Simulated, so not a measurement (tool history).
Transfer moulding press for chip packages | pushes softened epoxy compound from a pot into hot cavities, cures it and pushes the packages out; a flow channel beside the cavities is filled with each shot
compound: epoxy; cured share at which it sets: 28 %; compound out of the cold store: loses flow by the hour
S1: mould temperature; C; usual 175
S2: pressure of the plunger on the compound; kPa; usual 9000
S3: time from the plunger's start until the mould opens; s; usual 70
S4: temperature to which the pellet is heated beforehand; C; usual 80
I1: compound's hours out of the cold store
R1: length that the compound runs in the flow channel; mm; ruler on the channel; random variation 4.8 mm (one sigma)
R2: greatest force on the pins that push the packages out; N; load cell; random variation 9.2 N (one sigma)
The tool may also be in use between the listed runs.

run   hour   S1     S2   S3  S4    I1   R1   R2
  1    0.0  175   9000   70  80  15.1  734  554
      30.3  -- cavities cleaned with cleaning compound and waxed
  2   34.7  175   9000   70  80  27.9  671  454
  3   75.8  175   9000   70  80  45.2  618  578
      80.8  -- cavities cleaned with cleaning compound and waxed
     102.1  -- plunger's sealing rings changed
  4  114.7  175   9000   70  80  28.2  701  543
     133.4  -- cavities cleaned with cleaning compound and waxed
  5  167.4  175   6850   70  80  42.5  558  555
     184.3  -- cavities cleaned with cleaning compound and waxed
  6  200.6  175   9000   70  75  47.3  618  496
     233.2  -- cavities cleaned with cleaning compound and waxed
  7  237.6  175   9000   70  75  43.7  622  445
     259.3  -- mould's thermocouples calibrated
  8  270.9  175   9000   70  75  10.2  754  593
     285.2  -- cavities cleaned with cleaning compound and waxed
  9  299.9  175   9000   70  75  20.7  705  523
     312.3  -- plunger's sealing rings changed
 10  326.1  180   9000   70  80  16.3  724  480
     338.8  -- cavities cleaned with cleaning compound and waxed
 11  355.0  175   9000   70  80  41.7  656  496
 12  378.1  175   9000   70  80  23.2  710  558
     390.9  -- cavities cleaned with cleaning compound and waxed
 13  429.7  175   9340   70  80  22.4  714  612
     441.9  -- cavities cleaned with cleaning compound and waxed
 14  453.7  175   9390   70  80  45.6  640  478
     492.4  -- cavities cleaned with cleaning compound and waxed
 15  498.0  175   9390  104  76  16.8  736  355
     522.1  -- plunger's sealing rings changed
 16  530.2  175   9660  104  76  36.2  690  464
     545.8  -- cavities cleaned with cleaning compound and waxed
 17  566.1  175   9660  104  76  31.6  705  438
     596.4  -- cavities cleaned with cleaning compound and waxed
 18  611.5  175   9560   71  80  34.1  684  487
 19  635.2  175   8440   71  76  36.2  630  565
     645.1  -- cavities cleaned with cleaning compound and waxed
 20  658.3  175   7170   70  74  16.3  648  497
     695.3  -- cavities cleaned with cleaning compound and waxed
 21  698.2  175   7170   70  74  21.8  628  464
     730.6  -- plunger's sealing rings changed
     746.5  -- cavities cleaned with cleaning compound and waxed
 22  753.5  175   7170   70  74  16.6  661  479
     775.4  -- mould's thermocouples calibrated
     797.3  -- cavities cleaned with cleaning compound and waxed
 23  797.3  180   9000   70  73  15.3  727  365
 24  819.4  183   9000   70  80  16.8  703  436
     847.6  -- cavities cleaned with cleaning compound and waxed
 25  865.8  175  10830   70  80  25.0  766  490

5 ways to go on from here, each from the tool as it stands after run 25. What would each give?
  A  888.3  175  10830  70  72  41.3   ?   ?
  B  888.3  175  10530  70  71  20.0   ?   ?
  C  888.3  175   7790  75  71  33.9   ?   ?
  D  888.3  175   8380  80  75  43.6   ?   ?
  E  888.3  182   9000  70  80  47.3   ?   ?

run   R1   R2
  A  695  558
  B  759  581
  C  620  515
  D  599  498
  E  591  465
Without the tool's hidden state the same runs would have given:
run   R1   R2
  A  718  411
  B  784  427
  C  641  377
  D  618  365
  E  610  336

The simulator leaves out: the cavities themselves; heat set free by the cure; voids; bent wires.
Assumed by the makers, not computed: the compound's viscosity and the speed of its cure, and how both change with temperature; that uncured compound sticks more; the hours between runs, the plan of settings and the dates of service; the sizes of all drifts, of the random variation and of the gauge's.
